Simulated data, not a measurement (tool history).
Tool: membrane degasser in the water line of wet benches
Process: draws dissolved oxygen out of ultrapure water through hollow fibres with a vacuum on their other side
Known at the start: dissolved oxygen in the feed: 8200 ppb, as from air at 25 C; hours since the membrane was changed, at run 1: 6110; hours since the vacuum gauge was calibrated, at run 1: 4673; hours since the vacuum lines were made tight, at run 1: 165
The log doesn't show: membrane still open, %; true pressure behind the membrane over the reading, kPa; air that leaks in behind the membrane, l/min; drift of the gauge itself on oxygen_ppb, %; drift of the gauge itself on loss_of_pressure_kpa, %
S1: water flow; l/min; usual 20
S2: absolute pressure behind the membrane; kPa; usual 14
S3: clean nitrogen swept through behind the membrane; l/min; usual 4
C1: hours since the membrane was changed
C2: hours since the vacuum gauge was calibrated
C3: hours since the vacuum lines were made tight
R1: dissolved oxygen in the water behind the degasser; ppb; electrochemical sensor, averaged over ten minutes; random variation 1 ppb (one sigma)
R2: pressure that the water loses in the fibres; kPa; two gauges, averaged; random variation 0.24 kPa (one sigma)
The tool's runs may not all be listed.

run     day  S1    S2     S3    C1    C2    C3     R1     R2
  1       0  20    14      4  6110  4673   165    143   63.6
  2   5.533  20    14      4  6243  4806   298  143.4  63.61
  3  12.417  20    14      4  6408  4971   463  142.6   63.7
  4  18.871  20    14      4  6563  5126   618  140.7  63.77
  5  25.433  20    14      4  6720  5283   776    143  63.64
  6  30.996  28    14      4  6854  5417   909  223.6  89.16
  7  37.258  28    14      4  7004  5567  1059  223.7  88.56
  8  40.412  28   9.9      4  7080  5643  1135  157.2   88.2
  9  46.638  20    17      4  7229  5792  1284  177.8  63.52
 10  51.054  22    14   3.66  7335  5898  1390  175.1  70.41
 11  57.412  13  34.5   8.71  7488  6051  1543  116.3  41.56
 12  62.429  13  34.5   8.71  7608  6171  1663  115.2  40.95
     66.146  -- vacuum gauge calibrated
 13  66.283  12  34.5  11.48  7700     3  1755   82.5  38.02
 14  73.112  20    14   5.34  7864   167  1919  111.8  63.25

How the hidden state differs across the entries between the runs, from the last listed run before each to the first after it:
Between runs 12 and 13: vacuum gauge calibrated (day 66.146)
  membrane still open, %: 100 -> 99.9; drift of the gauge itself on loss_of_pressure_kpa, %: -0.73 -> -0.78
  measured less the result without the state, R2: -0.28 -> -0.28 kPa

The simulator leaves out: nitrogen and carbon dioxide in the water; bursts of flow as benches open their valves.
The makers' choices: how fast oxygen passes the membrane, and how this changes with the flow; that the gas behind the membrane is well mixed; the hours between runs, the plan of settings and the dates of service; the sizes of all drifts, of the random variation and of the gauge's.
